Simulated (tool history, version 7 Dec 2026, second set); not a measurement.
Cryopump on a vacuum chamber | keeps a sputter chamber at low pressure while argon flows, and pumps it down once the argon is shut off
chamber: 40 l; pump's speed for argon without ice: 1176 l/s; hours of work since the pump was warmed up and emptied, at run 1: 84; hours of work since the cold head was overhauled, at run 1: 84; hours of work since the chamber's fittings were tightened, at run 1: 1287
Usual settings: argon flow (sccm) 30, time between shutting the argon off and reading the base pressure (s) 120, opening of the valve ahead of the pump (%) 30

run    hour  argon flow (sccm)  time between shutting the argon off and reading the base pressure (s)  opening of the valve ahead of the pump (%)  hours of work since the pump was warmed up and emptied  hours of work since the cold head was overhauled  hours of work since the chamber's fittings were tightened  pressure while argon flows (Pa)  pressure after the wait (uPa)
  1       0                 30                                                                    120                                          30                                                      84                                                84                                                       1287                           0.1459                           1.74
  2   118.7                 30                                                                    120                                          30                                                     186                                               186                                                       1389                           0.1502                           1.93
  3   209.7                 22                                                                    120                                          30                                                     264                                               264                                                       1468                           0.1134                           2.16
  4   294.2                 30                                                                    120                                          30                                                     337                                               337                                                       1540                            0.158                           2.35
  5   371.6                 30                                                                    120                                          30                                                     404                                               404                                                       1607                           0.1605                           2.47
      425.3  -- pump warmed up, emptied and cooled again
  6   433.3                 30                                                                    120                                          30                                                       7                                               453                                                       1656                           0.1452                              2
  7   487.8                 30                                                                     28                                          30                                                      54                                               499                                                       1703                           0.1475                           3.39
  8     599                 30                                                                     28                                          30                                                     150                                               595                                                       1798                           0.1497                           3.53
  9   693.7                 30                                                                    210                                          30                                                     231                                               677                                                       1880                           0.1535                           2.35
 10   746.5                 30                                                                    210                                          30                                                     276                                               722                                                       1925                           0.1544                           2.51
 11   855.4                 13                                                                    176                                          18                                                     370                                               816                                                       2019                           0.1113                           2.83
 12   938.8                 13                                                                    176                                          18                                                     442                                               888                                                       2091                           0.1134                           3.21
      951.3  -- pump warmed up, emptied and cooled again
 13  1042.5                 30                                                                    179                                          27                                                      78                                               973                                                       2176                           0.1636                           2.42
 14  1112.1                 30                                                                    179                                          27                                                     138                                              1033                                                       2236                           0.1652                           2.53
 15  1199.3                 18                                                                     77                                          23                                                     213                                              1108                                                       2311                           0.1181                           3.05
 16  1264.4                 30                                                                    120                                          16                                                     270                                              1164                                                       2367                           0.2811                           3.09
 17  1343.6                 23                                                                    120                                          16                                                     338                                              1232                                                       2435                           0.2188                           3.29

Forecast each of these 4 alternatives for the next run:
  A  1437.6                 24                                                                    120                                          30                                                     419                                              1313                                                       2516                                ?                              ?
  B  1437.6                 30                                                                    120                                          52                                                     419                                              1313                                                       2516                                ?                              ?
  C  1437.6                 13                                                                     61                                          58                                                     419                                              1313                                                       2516                                ?                              ?
  D  1437.6                 16                                                                     61                                          44                                                     419                                              1313                                                       2516                                ?                              ?

run  pressure while argon flows (Pa)  pressure after the wait (uPa)
  A                           0.1314                           3.73
  B                           0.1039                           3.72
  C                           0.0419                           4.06
  D                           0.0637                           4.08
Without the tool's hidden state the same runs would have given:
run  pressure while argon flows (Pa)  pressure after the wait (uPa)
  A                           0.1149                           0.63
  B                           0.0833                           0.59
  C                           0.0329                           0.97
  D                           0.0526                           0.98

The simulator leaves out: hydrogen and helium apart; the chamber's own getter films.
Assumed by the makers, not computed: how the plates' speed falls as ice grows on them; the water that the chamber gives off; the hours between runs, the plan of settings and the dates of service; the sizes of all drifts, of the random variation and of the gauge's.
